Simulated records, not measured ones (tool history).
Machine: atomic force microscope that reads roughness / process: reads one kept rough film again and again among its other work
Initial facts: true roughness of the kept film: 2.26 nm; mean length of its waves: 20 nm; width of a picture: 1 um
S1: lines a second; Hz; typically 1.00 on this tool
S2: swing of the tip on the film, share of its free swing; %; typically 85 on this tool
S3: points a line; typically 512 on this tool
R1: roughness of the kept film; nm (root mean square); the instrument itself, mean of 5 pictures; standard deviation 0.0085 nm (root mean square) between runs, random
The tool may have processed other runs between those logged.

run   hour    S1  S2   S3     R1
  1    0.0  1.00  85  512  1.890
  2   23.2  1.00  64  512  1.792
  3   47.8  1.00  64  512  1.648
      53.6  -- new tip fitted
  4   70.8  1.00  64  512  1.867
  5   94.9  1.00  64  512  1.682
     105.7  -- new tip fitted
  6  129.2  1.00  79  512  1.762
  7  153.7  1.00  79  512  1.609
     157.6  -- height scale calibrated on a step standard
     161.1  -- new tip fitted
  8  179.4  1.00  68  512  1.840
  9  200.8  1.00  85  321  1.605
     213.0  -- new tip fitted
 10  221.7  1.22  61  512  1.919
 11  243.2  0.62  63  512  1.781
 12  261.5  1.00  85  327  1.561
     265.6  -- new tip fitted
 13  293.9  1.00  62  327  1.766
 14  309.5  1.00  62  327  1.671
     319.5  -- new tip fitted
 15  327.3  2.59  76  898  1.780

Below are 4 alternative next runs, each starting from the tool's condition after run 15. Predict each:
  A  347.5  3.00  76  898   ?
  B  347.5  1.47  70  898   ?
  C  347.5  2.20  85  512   ?
  D  347.5  1.04  62  892   ?

run     R1
  A  1.601
  B  1.750
  C  1.578
  D  1.798
Without the tool's hidden state the same runs would have given:
run     R1
  A  1.763
  B  1.927
  C  1.737
  D  1.979

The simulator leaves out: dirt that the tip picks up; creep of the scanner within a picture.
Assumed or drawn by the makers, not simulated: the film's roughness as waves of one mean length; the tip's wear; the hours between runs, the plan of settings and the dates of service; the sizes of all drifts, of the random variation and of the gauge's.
